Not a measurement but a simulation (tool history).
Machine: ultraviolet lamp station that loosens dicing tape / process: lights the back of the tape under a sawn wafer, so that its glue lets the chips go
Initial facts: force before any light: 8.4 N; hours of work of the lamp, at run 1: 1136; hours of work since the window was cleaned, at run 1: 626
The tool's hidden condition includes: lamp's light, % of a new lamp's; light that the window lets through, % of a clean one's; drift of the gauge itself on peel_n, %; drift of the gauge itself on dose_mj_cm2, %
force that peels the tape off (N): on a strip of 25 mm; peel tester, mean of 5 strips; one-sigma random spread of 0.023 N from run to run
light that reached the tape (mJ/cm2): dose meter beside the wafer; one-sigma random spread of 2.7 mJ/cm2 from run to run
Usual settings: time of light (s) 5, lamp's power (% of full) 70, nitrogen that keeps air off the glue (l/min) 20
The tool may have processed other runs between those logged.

run	hour	time of light (s)	lamp's power (% of full)	nitrogen that keeps air off the glue (l/min)	hours of work of the lamp	hours of work since the window was cleaned	force that peels the tape off (N)	light that reached the tape (mJ/cm2)
1	0.0	5	70	20	1136	626	1.116	357
2	32.3	5	90	20	1152	642	0.668	462
3	67.5	3	70	20	1169	659	2.449	220
# hour 118.3: window cleaned of glue's vapour
4	124.4	3	70	20	1197	3	2.475	219
5	157.1	3	70	20	1214	19	2.476	213
6	213.2	3	70	20	1242	47	2.402	218
7	250.0	5	70	20	1260	66	1.175	356
8	289.8	5	70	20	1280	85	1.163	358
9	316.6	5	70	20	1293	99	1.165	363
10	377.2	5	70	20	1323	129	1.134	355
11	420.0	5	70	20	1345	150	1.148	362
12	453.0	5	70	20	1361	167	1.136	359
13	484.7	5	83	20	1377	183	0.819	431
14	542.2	5	70	20	1406	211	1.128	360
15	572.3	5	70	20	1421	226	1.169	360
16	626.7	5	70	20	1448	253	1.169	355
17	684.8	5	70	20	1477	282	1.160	357
18	711.4	5	70	20	1490	295	1.105	357
19	741.7	5	70	20	1505	311	1.142	360
20	791.3	5	70	20	1530	335	1.157	364
# hour 812.4: lamp changed
21	839.4	5	70	20	13	359	1.112	355
22	865.4	5	70	20	26	372	1.107	360
23	914.2	5	87	19	51	396	0.746	445
24	939.0	6	63	9	63	408	1.826	383
25	975.0	6	63	9	81	426	1.823	387
26	1027.8	6	63	9	107	453	1.860	390
27	1082.6	5	70	8	135	480	2.196	362
28	1116.9	5	70	22	152	497	1.036	357
29	1169.9	10	70	35	178	523	0.171	720
30	1194.5	10	70	35	190	536	0.169	721
31	1236.3	7	86	15	211	556	0.465	621
32	1280.2	7	86	15	233	578	0.450	618
33	1311.8	5	70	13	249	594	1.512	362
34	1345.2	5	70	9	265	611	1.986	356
35	1394.1	5	70	9	290	635	2.066	357
36	1425.4	5	70	9	305	651	2.033	360
37	1483.4	3	97	33	334	679	1.100	302
# hour 1496.4: window cleaned of glue's vapour
38	1509.5	3	90	14	347	7	2.157	282
39	1548.5	3	72	40	366	26	1.662	223
40	1590.4	3	70	20	387	47	2.441	214
41	1639.7	3	81	29	412	71	1.658	248

Estimate the outcome of run 42 from the log above:
42	1686.9	3	81	29	435	95	?	?

{"run 42": {"force that peels the tape off (N)": 1.638, "light that reached the tape (mJ/cm2)": 249}}
With no hidden state in the tool, this same run would have given force that peels the tape off (N) 1.636, light that reached the tape (mJ/cm2) 250.

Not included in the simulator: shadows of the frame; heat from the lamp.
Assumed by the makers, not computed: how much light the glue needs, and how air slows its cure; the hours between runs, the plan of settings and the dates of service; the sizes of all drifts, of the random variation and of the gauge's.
